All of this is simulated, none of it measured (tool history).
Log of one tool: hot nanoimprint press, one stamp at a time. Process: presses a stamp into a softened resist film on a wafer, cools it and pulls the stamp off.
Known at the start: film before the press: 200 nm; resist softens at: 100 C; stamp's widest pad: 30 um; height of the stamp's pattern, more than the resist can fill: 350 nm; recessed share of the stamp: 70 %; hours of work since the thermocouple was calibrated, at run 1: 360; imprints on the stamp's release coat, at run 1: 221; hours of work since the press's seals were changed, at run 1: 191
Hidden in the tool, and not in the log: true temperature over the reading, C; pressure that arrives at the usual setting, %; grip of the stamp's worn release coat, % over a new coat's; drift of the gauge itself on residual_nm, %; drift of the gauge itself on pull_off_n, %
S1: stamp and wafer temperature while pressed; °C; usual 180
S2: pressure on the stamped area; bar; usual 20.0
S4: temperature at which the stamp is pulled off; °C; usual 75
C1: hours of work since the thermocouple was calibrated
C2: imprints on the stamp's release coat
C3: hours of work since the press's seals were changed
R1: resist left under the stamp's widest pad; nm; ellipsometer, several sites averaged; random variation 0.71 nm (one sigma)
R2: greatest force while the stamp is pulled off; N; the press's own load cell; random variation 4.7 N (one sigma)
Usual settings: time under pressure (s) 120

Run 1, day 0.000: usual settings; C1 360; C2 221; C3 191. Result: R1 93.6 nm, R2 233 N.
Run 2, day 0.338: usual settings; C1 366; C2 245; C3 196. Result: R1 94.9 nm, R2 221 N.
Run 3, day 0.712: usual settings; C1 372; C2 273; C3 202. Result: R1 96.2 nm, R2 237 N.
Run 4, day 0.971: usual settings; C1 376; C2 291; C3 206. Result: R1 93.6 nm, R2 233 N.
Run 5, day 1.208: usual settings; C1 380; C2 308; C3 210. Result: R1 94.4 nm, R2 227 N.
Run 6, day 1.562: usual settings; C1 385; C2 334; C3 216. Result: R1 94.7 nm, R2 223 N.
Run 7, day 1.833: usual settings but S4 67 °C; C1 390; C2 353; C3 220. Result: R1 94.3 nm, R2 265 N.
Run 8, day 1.992: usual settings but time under pressure (s) 185; C1 392; C2 365; C3 222. Result: R1 80.3 nm, R2 226 N.
Run 9, day 2.329: usual settings but time under pressure (s) 232; C1 398; C2 389; C3 228. Result: R1 73.1 nm, R2 227 N.
Run 10, day 2.683: usual settings but time under pressure (s) 112; C1 403; C2 415; C3 233. Result: R1 97.4 nm, R2 233 N.
Run 11, day 2.883: usual settings but time under pressure (s) 112; C1 406; C2 429; C3 237. Result: R1 96.8 nm, R2 230 N.
Run 12, day 3.062: usual settings but time under pressure (s) 112; C1 409; C2 442; C3 240. Result: R1 99.2 nm, R2 226 N.
Run 13, day 3.425: usual settings but time under pressure (s) 112; C1 415; C2 468; C3 245. Result: R1 97.4 nm, R2 237 N.
Run 14, day 3.592: usual settings but time under pressure (s) 112; C1 418; C2 480; C3 248. Result: R1 96.8 nm, R2 233 N.
Run 15, day 3.750: usual settings but time under pressure (s) 112, S4 82 °C; C1 420; C2 492; C3 250. Result: R1 97.3 nm, R2 206 N.
At day 4.050: plate thermocouple calibrated.
Run 16, day 4.175: usual settings but S1 177 °C, S4 82 °C; C1 2; C2 513; C3 255. Result: R1 107.7 nm, R2 203 N.
Run 17, day 4.450: usual settings but S1 177 °C, S4 82 °C; C1 6; C2 533; C3 260. Result: R1 109.5 nm, R2 200 N.
Run 18, day 4.788: usual settings but S4 80 °C; C1 12; C2 558; C3 265. Result: R1 95.5 nm, R2 208 N.
Run 19, day 5.133: usual settings but S1 185 °C, S4 68 °C; C1 17; C2 583; C3 271. Result: R1 74.7 nm, R2 260 N.
Run 20, day 5.425: usual settings but S1 187 °C, S2 25.5 bar, time under pressure (s) 217, S4 63 °C; C1 22; C2 604; C3 275. Result: R1 46.5 nm, R2 283 N.
Run 21, day 5.742: usual settings but S1 187 °C, S2 25.5 bar, time under pressure (s) 217, S4 63 °C; C1 27; C2 627; C3 280. Result: R1 45.0 nm, R2 279 N.

Forecast run 22:
Run 22, day 6.008: usual settings but S1 185 °C, S2 19.4 bar; C1 31; C2 646; C3 285. Result: R1 ?, R2 ?.

Run 22 gave R1 74.7 nm, R2 232 N.
Without the tool's hidden state the same run would have given R1 74.7 nm, R2 230 N.
